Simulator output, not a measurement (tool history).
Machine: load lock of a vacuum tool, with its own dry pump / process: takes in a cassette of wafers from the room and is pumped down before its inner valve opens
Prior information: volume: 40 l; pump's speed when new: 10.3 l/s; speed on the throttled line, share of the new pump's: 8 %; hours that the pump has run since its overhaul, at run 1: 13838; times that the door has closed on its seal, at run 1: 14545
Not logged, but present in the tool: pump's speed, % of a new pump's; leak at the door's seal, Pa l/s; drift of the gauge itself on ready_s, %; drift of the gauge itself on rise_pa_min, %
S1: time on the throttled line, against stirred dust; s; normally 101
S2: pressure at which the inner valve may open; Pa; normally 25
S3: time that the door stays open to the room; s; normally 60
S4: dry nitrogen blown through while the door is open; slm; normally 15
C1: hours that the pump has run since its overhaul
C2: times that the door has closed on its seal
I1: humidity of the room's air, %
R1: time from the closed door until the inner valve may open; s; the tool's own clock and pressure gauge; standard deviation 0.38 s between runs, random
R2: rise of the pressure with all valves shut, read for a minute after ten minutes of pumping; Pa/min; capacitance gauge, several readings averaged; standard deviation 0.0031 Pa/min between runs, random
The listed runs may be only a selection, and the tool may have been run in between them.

Run 1, hour 0.0: usual settings; C1 13838; C2 14545; I1 43.6. Result: R1 130.1 s, R2 0.115 Pa/min.
Run 2, hour 273.3: usual settings; C1 14111; C2 15722; I1 42.8. Result: R1 129.8 s, R2 0.116 Pa/min.
Run 3, hour 472.9: usual settings; C1 14311; C2 16582; I1 46.4. Result: R1 130.3 s, R2 0.126 Pa/min.
Run 4, hour 728.5: usual settings but S2 23 Pa; C1 14567; C2 17683; I1 43.3. Result: R1 130.1 s, R2 0.129 Pa/min.
Run 5, hour 1077.0: usual settings but S2 23 Pa; C1 14915; C2 19185; I1 46.2. Result: R1 130.5 s, R2 0.135 Pa/min.
Run 6, hour 1313.3: usual settings; C1 15151; C2 20203; I1 44.0. Result: R1 131.2 s, R2 0.141 Pa/min.
Run 7, hour 1756.7: usual settings; C1 15595; C2 22113; I1 41.9. Result: R1 130.3 s, R2 0.157 Pa/min.
Run 8, hour 2088.9: usual settings; C1 15927; C2 23545; I1 45.1. Result: R1 131.3 s, R2 0.162 Pa/min.
At hour 2375.7: dry pump taken out, an overhauled one fitted.
Run 9, hour 2521.3: usual settings; C1 146; C2 25381; I1 46.7. Result: R1 126.3 s, R2 0.180 Pa/min.
Run 10, hour 2888.5: usual settings; C1 513; C2 26964; I1 41.6. Result: R1 126.5 s, R2 0.176 Pa/min.
Run 11, hour 3334.3: usual settings; C1 959; C2 28884; I1 47.3. Result: R1 126.5 s, R2 0.197 Pa/min.
Run 12, hour 3611.7: usual settings; C1 1236; C2 30080; I1 44.9. Result: R1 126.2 s, R2 0.207 Pa/min.
Run 13, hour 3802.8: usual settings but S1 152 s; C1 1427; C2 30903; I1 42.2. Result: R1 172.5 s, R2 0.209 Pa/min.
Run 14, hour 4001.9: usual settings but S1 152 s; C1 1626; C2 31761; I1 45.3. Result: R1 172.6 s, R2 0.218 Pa/min.
Run 15, hour 4260.5: usual settings; C1 1885; C2 32875; I1 43.0. Result: R1 126.5 s, R2 0.225 Pa/min.
Run 16, hour 4523.6: usual settings; C1 2148; C2 34008; I1 45.8. Result: R1 126.5 s, R2 0.232 Pa/min.
Run 17, hour 4816.2: usual settings; C1 2441; C2 35269; I1 42.1. Result: R1 127.3 s, R2 0.245 Pa/min.
Run 18, hour 5201.2: usual settings but S4 44 slm; C1 2826; C2 36928; I1 48.9. Result: R1 126.9 s, R2 0.237 Pa/min.
Run 19, hour 5567.3: usual settings; C1 3192; C2 38505; I1 44.1. Result: R1 127.1 s, R2 0.275 Pa/min.
Run 20, hour 5871.8: usual settings but S3 152 s; C1 3496; C2 39817; I1 47.0. Result: R1 127.1 s, R2 0.334 Pa/min.
Run 21, hour 6063.6: usual settings but S2 21 Pa, S3 152 s, S4 28 slm; C1 3688; C2 40644; I1 46.1. Result: R1 127.7 s, R2 0.313 Pa/min.
Run 22, hour 6259.2: usual settings but S2 21 Pa, S3 121 s, S4 8 slm; C1 3884; C2 41486; I1 44.2. Result: R1 127.6 s, R2 0.339 Pa/min.
Run 23, hour 6635.2: usual settings but S2 34 Pa, S3 121 s, S4 7 slm; C1 4260; C2 43106; I1 45.3. Result: R1 126.0 s, R2 0.360 Pa/min.
Run 24, hour 6937.3: usual settings but S2 50 Pa, S3 201 s, S4 39 slm; C1 4562; C2 44408; I1 46.6. Result: R1 124.8 s, R2 0.356 Pa/min.
Run 25, hour 7289.3: usual settings but S1 144 s, S2 29 Pa, S3 98 s, S4 12 slm; C1 4914; C2 45924; I1 42.8. Result: R1 166.0 s, R2 0.363 Pa/min.
Run 26, hour 7567.5: usual settings but S1 85 s, S2 28 Pa; C1 5192; C2 47123; I1 44.8. Result: R1 112.6 s, R2 0.357 Pa/min.
Run 27, hour 7862.0: usual settings but S2 29 Pa, S3 40 s, S4 35 slm; C1 5486; C2 48392; I1 45.5. Result: R1 127.4 s, R2 0.339 Pa/min.
Run 28, hour 8309.4: usual settings but S2 29 Pa, S3 40 s, S4 35 slm; C1 5934; C2 50319; I1 41.0. Result: R1 127.6 s, R2 0.365 Pa/min.
Run 29, hour 8557.0: usual settings but S2 23 Pa; C1 6181; C2 51386; I1 46.2. Result: R1 128.4 s, R2 0.401 Pa/min.
Run 30, hour 8816.0: usual settings but S1 152 s, S2 36 Pa; C1 6440; C2 52502; I1 43.5. Result: R1 172.4 s, R2 0.405 Pa/min.
Run 31, hour 9035.0: usual settings but S1 164 s, S2 44 Pa, S3 228 s, S4 5 slm; C1 6659; C2 53446; I1 49.6. Result: R1 182.3 s, R2 0.524 Pa/min.
Run 32, hour 9235.8: usual settings but S1 85 s, S2 35 Pa, S3 33 s, S4 11 slm; C1 6860; C2 54311; I1 46.0. Result: R1 112.6 s, R2 0.418 Pa/min.
Run 33, hour 9666.1: usual settings but S1 60 s, S2 47 Pa, S3 42 s, S4 11 slm; C1 7290; C2 56164; I1 47.7. Result: R1 88.3 s, R2 0.437 Pa/min.
At hour 9735.3: door's seal changed, seat wiped.
Run 34, hour 10108.8: usual settings but S1 131 s, S2 22 Pa, S3 58 s, S4 8 slm; C1 7732; C2 1609; I1 44.0. Result: R1 156.8 s, R2 0.069 Pa/min.
Run 35, hour 10355.7: usual settings but S1 131 s, S2 22 Pa, S3 58 s, S4 8 slm; C1 7979; C2 2673; I1 40.5. Result: R1 156.4 s, R2 0.068 Pa/min.
Run 36, hour 10566.6: usual settings but S1 131 s, S2 36 Pa, S3 54 s, S4 19 slm; C1 8189; C2 3582; I1 44.7. Result: R1 154.4 s, R2 0.060 Pa/min.
Run 37, hour 10778.0: usual settings but S1 131 s, S2 36 Pa, S3 54 s, S4 19 slm; C1 8401; C2 4493; I1 42.0. Result: R1 153.6 s, R2 0.061 Pa/min.
Run 38, hour 11072.8: usual settings but S1 131 s, S2 36 Pa, S3 54 s, S4 19 slm; C1 8696; C2 5763; I1 42.8. Result: R1 153.7 s, R2 0.065 Pa/min.

Consider 3 possible next runs. They are alternatives, not a sequence: every one starts from the tool as it was left by run 38. What does each give?
Run A, hour 11342.1: usual settings but S1 170 s, S2 35 Pa, S3 120 s, S4 19 slm; C1 8965; C2 6923; I1 46.5. Result: R1 ?, R2 ?.
Run B, hour 11342.1: usual settings but S1 131 s, S2 36 Pa, S3 54 s, S4 6 slm; C1 8965; C2 6923; I1 43.4. Result: R1 ?, R2 ?.
Run C, hour 11342.1: usual settings but S3 35 s, S4 27 slm; C1 8965; C2 6923; I1 43.3. Result: R1 ?, R2 ?.

run     R1     R2
  A  189.8  0.103
  B  155.5  0.084
  C  129.2  0.054
What these runs would have given with no unlogged condition in the tool:
run     R1     R2
  A  187.1  0.086
  B  152.4  0.067
  C  125.4  0.037
